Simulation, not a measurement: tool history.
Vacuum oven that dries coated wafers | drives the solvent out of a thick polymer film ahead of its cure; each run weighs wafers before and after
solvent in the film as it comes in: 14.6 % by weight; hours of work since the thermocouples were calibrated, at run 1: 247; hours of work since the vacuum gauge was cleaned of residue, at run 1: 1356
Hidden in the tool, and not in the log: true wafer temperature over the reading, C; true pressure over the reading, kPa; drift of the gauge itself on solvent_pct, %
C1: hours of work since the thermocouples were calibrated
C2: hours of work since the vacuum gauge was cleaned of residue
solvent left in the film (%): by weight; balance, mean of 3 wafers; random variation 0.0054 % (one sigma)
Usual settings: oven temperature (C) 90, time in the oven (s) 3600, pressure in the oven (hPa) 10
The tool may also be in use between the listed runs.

run 1 hour=0 | oven_temperature_(C)=90 time_in_the_oven_(s)=3600 pressure_in_the_oven_(hPa)=10 | C1=247 C2=1356 | solvent_left_in_the_film_(%)=1.077
run 2 hour=109.2 | oven_temperature_(C)=102 time_in_the_oven_(s)=3600 pressure_in_the_oven_(hPa)=10 | C1=294 C2=1403 | solvent_left_in_the_film_(%)=0.438
run 3 hour=217.4 | oven_temperature_(C)=90 time_in_the_oven_(s)=3600 pressure_in_the_oven_(hPa)=10 | C1=341 C2=1450 | solvent_left_in_the_film_(%)=1.067
-- hour=313.9 vacuum gauge cleaned of residue and calibrated
run 4 hour=351 | oven_temperature_(C)=90 time_in_the_oven_(s)=3600 pressure_in_the_oven_(hPa)=10 | C1=398 C2=16 | solvent_left_in_the_film_(%)=0.911
run 5 hour=429.6 | oven_temperature_(C)=81 time_in_the_oven_(s)=3600 pressure_in_the_oven_(hPa)=10 | C1=432 C2=50 | solvent_left_in_the_film_(%)=2.172
run 6 hour=522.5 | oven_temperature_(C)=81 time_in_the_oven_(s)=3600 pressure_in_the_oven_(hPa)=10 | C1=472 C2=90 | solvent_left_in_the_film_(%)=2.179
run 7 hour=576.7 | oven_temperature_(C)=81 time_in_the_oven_(s)=3600 pressure_in_the_oven_(hPa)=10 | C1=496 C2=114 | solvent_left_in_the_film_(%)=2.177
run 8 hour=633.7 | oven_temperature_(C)=81 time_in_the_oven_(s)=3600 pressure_in_the_oven_(hPa)=10 | C1=520 C2=138 | solvent_left_in_the_film_(%)=2.185
run 9 hour=726.2 | oven_temperature_(C)=90 time_in_the_oven_(s)=3600 pressure_in_the_oven_(hPa)=10 | C1=560 C2=178 | solvent_left_in_the_film_(%)=0.918
run 10 hour=838.8 | oven_temperature_(C)=90 time_in_the_oven_(s)=3600 pressure_in_the_oven_(hPa)=6.8 | C1=609 C2=227 | solvent_left_in_the_film_(%)=0.78
run 11 hour=922.7 | oven_temperature_(C)=90 time_in_the_oven_(s)=3600 pressure_in_the_oven_(hPa)=14.4 | C1=645 C2=263 | solvent_left_in_the_film_(%)=1.108
-- hour=936 oven's thermocouples calibrated
run 12 hour=1020.1 | oven_temperature_(C)=90 time_in_the_oven_(s)=3600 pressure_in_the_oven_(hPa)=10 | C1=36 C2=304 | solvent_left_in_the_film_(%)=0.907
run 13 hour=1142.3 | oven_temperature_(C)=90 time_in_the_oven_(s)=3600 pressure_in_the_oven_(hPa)=10 | C1=89 C2=357 | solvent_left_in_the_film_(%)=0.92
run 14 hour=1268.2 | oven_temperature_(C)=105 time_in_the_oven_(s)=2280 pressure_in_the_oven_(hPa)=16.9 | C1=144 C2=411 | solvent_left_in_the_film_(%)=0.604
run 15 hour=1365.8 | oven_temperature_(C)=91 time_in_the_oven_(s)=3900 pressure_in_the_oven_(hPa)=36.4 | C1=186 C2=454 | solvent_left_in_the_film_(%)=1.854
-- hour=1426.4 oven's thermocouples calibrated, once more
run 16 hour=1426.4 | oven_temperature_(C)=96 time_in_the_oven_(s)=3120 pressure_in_the_oven_(hPa)=5.5 | C1=0 C2=479 | solvent_left_in_the_film_(%)=0.531
run 17 hour=1530.9 | oven_temperature_(C)=80 time_in_the_oven_(s)=2700 pressure_in_the_oven_(hPa)=7.9 | C1=45 C2=524 | solvent_left_in_the_film_(%)=3.466
run 18 hour=1652.2 | oven_temperature_(C)=80 time_in_the_oven_(s)=2700 pressure_in_the_oven_(hPa)=7.9 | C1=98 C2=576 | solvent_left_in_the_film_(%)=3.456
run 19 hour=1736.3 | oven_temperature_(C)=96 time_in_the_oven_(s)=3600 pressure_in_the_oven_(hPa)=21.6 | C1=134 C2=613 | solvent_left_in_the_film_(%)=0.996
run 20 hour=1791.4 | oven_temperature_(C)=76 time_in_the_oven_(s)=3420 pressure_in_the_oven_(hPa)=39.7 | C1=158 C2=637 | solvent_left_in_the_film_(%)=5.515
run 21 hour=1892.8 | oven_temperature_(C)=76 time_in_the_oven_(s)=3420 pressure_in_the_oven_(hPa)=39.7 | C1=202 C2=680 | solvent_left_in_the_film_(%)=5.53
run 22 hour=2023.1 | oven_temperature_(C)=90 time_in_the_oven_(s)=3120 pressure_in_the_oven_(hPa)=8 | C1=258 C2=737 | solvent_left_in_the_film_(%)=1.185
run 23 hour=2111.3 | oven_temperature_(C)=92 time_in_the_oven_(s)=2160 pressure_in_the_oven_(hPa)=7.1 | C1=296 C2=775 | solvent_left_in_the_film_(%)=1.767
run 24 hour=2173.1 | oven_temperature_(C)=76 time_in_the_oven_(s)=2160 pressure_in_the_oven_(hPa)=7.1 | C1=323 C2=801 | solvent_left_in_the_film_(%)=5.327
run 25 hour=2271.6 | oven_temperature_(C)=81 time_in_the_oven_(s)=3420 pressure_in_the_oven_(hPa)=9.3 | C1=365 C2=844 | solvent_left_in_the_film_(%)=2.48

Hidden state or all else? Some run-to-run changes of solvent left in the film (%), split into what the settings, what came in and random variation would give without the hidden state, and what is left for the hidden state (with any gauge scatter that isn't in both results):
Run 3 -> 4: vacuum gauge cleaned of residue and calibrated. solvent left in the film (%) -0.156: hidden state -0.17, all else +0.014.
Run 19 -> 20: oven temperature (C) 96 -> 76, time in the oven (s) 3600 -> 3420, pressure in the oven (hPa) 21.6 -> 39.7. solvent left in the film (%) +4.519: hidden state +0.073, all else +4.446.
Run 21 -> 22: oven temperature (C) 76 -> 90, time in the oven (s) 3420 -> 3120, pressure in the oven (hPa) 39.7 -> 8. solvent left in the film (%) -4.345: hidden state -0.049, all else -4.296.

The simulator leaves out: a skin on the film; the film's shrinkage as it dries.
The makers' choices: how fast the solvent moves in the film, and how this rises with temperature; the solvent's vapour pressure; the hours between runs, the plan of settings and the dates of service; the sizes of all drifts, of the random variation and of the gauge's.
